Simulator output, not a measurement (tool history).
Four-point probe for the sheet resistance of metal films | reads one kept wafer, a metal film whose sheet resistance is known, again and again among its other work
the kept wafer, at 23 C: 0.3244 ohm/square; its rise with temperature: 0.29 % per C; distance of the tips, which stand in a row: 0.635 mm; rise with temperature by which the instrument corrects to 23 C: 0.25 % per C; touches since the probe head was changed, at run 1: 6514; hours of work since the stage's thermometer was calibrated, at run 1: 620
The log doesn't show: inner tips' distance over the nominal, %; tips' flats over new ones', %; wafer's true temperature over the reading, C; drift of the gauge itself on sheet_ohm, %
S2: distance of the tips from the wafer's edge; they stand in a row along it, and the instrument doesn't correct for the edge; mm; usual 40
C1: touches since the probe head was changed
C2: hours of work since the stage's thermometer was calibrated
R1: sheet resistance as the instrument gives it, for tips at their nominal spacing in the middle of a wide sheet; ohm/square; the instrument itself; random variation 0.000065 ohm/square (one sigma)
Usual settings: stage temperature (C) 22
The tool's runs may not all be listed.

Run 1, day 0: usual settings; C1 6514; C2 620. Result: R1 0.323749 ohm/square.
Run 2, day 0.371: usual settings; C1 6724; C2 625. Result: R1 0.323683 ohm/square.
Run 3, day 0.912: usual settings; C1 7030; C2 631. Result: R1 0.323767 ohm/square.
Run 4, day 1.4: usual settings but S2 5 mm; C1 7306; C2 637. Result: R1 0.32645 ohm/square.
Run 5, day 1.712: usual settings but stage temperature (C) 27, S2 5 mm; C1 7482; C2 640. Result: R1 0.326974 ohm/square.
Run 6, day 2.108: usual settings but stage temperature (C) 27, S2 5 mm; C1 7706; C2 645. Result: R1 0.327045 ohm/square.
Run 7, day 2.758: usual settings but stage temperature (C) 27, S2 5 mm; C1 8072; C2 653. Result: R1 0.327079 ohm/square.
Run 8, day 3.142: usual settings but stage temperature (C) 19; C1 8289; C2 657. Result: R1 0.323201 ohm/square.
Run 9, day 3.746: usual settings but stage temperature (C) 19, S2 49 mm; C1 8630; C2 664. Result: R1 0.323304 ohm/square.
Run 10, day 4.458: usual settings but stage temperature (C) 19, S2 49 mm; C1 9033; C2 672. Result: R1 0.323359 ohm/square.
Run 11, day 4.804: usual settings but stage temperature (C) 19, S2 49 mm; C1 9228; C2 676. Result: R1 0.323312 ohm/square.
Run 12, day 5.35: usual settings but stage temperature (C) 19, S2 49 mm; C1 9538; C2 683. Result: R1 0.32334 ohm/square.
Run 13, day 5.896: usual settings but stage temperature (C) 19, S2 8 mm; C1 9846; C2 689. Result: R1 0.324513 ohm/square.
Run 14, day 6.567: usual settings but stage temperature (C) 19, S2 8 mm; C1 10225; C2 697. Result: R1 0.324264 ohm/square.
Run 15, day 7.283: usual settings; C1 10630; C2 705. Result: R1 0.323631 ohm/square.
Run 16, day 8.008: usual settings but S2 4 mm; C1 11040; C2 714. Result: R1 0.328061 ohm/square.
Run 17, day 8.483: usual settings but S2 4 mm; C1 11308; C2 719. Result: R1 0.328018 ohm/square.

Forecast run 18:
Run 18, day 9.008: usual settings but S2 4 mm; C1 11606; C2 725. Result: R1 ?.

R1: 0.328019 ohm/square
Without the tool's hidden state the same run would have given R1 0.328689 ohm/square.
